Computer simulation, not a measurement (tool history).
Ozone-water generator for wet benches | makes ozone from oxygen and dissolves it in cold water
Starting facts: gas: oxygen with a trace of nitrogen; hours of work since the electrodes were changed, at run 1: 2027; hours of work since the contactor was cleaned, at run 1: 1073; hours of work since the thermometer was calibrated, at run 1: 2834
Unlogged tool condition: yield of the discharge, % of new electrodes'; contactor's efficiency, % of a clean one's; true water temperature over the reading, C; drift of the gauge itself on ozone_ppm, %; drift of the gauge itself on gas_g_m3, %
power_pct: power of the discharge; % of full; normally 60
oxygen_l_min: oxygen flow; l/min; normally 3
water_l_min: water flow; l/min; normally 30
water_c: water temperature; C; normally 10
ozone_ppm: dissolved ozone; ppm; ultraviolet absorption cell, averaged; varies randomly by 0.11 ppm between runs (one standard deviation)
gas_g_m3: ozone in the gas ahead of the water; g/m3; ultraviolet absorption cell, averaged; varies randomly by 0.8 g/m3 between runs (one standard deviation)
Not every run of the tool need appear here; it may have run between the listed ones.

run,hour,power_pct,oxygen_l_min,water_l_min,water_c,hours of work since the electrodes were changed,hours of work since the contactor was cleaned,hours of work since the thermometer was calibrated,ozone_ppm,gas_g_m3
1,0,60,3,30,10,2027,1073,2834,7.1,120.2
2,95.1,60,3,30,10,2109,1155,2916,7,121.7
3,187,60,3,30,10,2188,1234,2995,7.3,119.5
4,254.9,60,3,30,10,2247,1293,3054,7,123.1
5,321,60,3,30,10,2304,1350,3111,7,119.5
6,415.8,60,3,30,10,2385,1431,3192,7,120.8
7,490.4,60,3,30,10,2449,1495,3256,7,120.7
8,587.3,60,3,30,10,2533,1579,3340,6.9,119.7
9,640.5,60,3,30,10,2579,1625,3386,7,121.1
10,730,60,4.53,39,10,2656,1702,3463,6.4,101.6
11,817.3,60,4.53,42,14,2731,1777,3538,5.6,102.5
12,879.9,60,3,30,14,2785,1831,3592,6.8,119.5
# hour 888.6: water thermometer calibrated
13,942.1,60,2.19,30,10,2838,1884,46,6,135.3
14,993.5,68,3,31,6,2882,1928,90,7.4,131.7
15,1045.4,63,3.33,31,8,2927,1973,135,7.3,119.2
16,1091.4,60,3,32,10,2966,2012,175,6.5,118.7
# hour 1115.1: water thermometer calibrated, once more
17,1132.1,60,4.33,19,14,3001,2047,15,11.1,104.2
18,1214.9,77,1.81,27,10,3072,2118,86,7.3,174.4

Hidden state or all else? Some run-to-run changes of ozone_ppm, split into what the settings, what came in and random variation would give without the hidden state, and what is left for the hidden state (with any gauge scatter that isn't in both results):
Run 16 -> 17: oxygen_l_min 3 -> 4.33, water_l_min 32 -> 19, water_c 10 -> 14, water thermometer calibrated, once more. ozone_ppm +4.6 ppm: hidden state -0.4, all else +5.
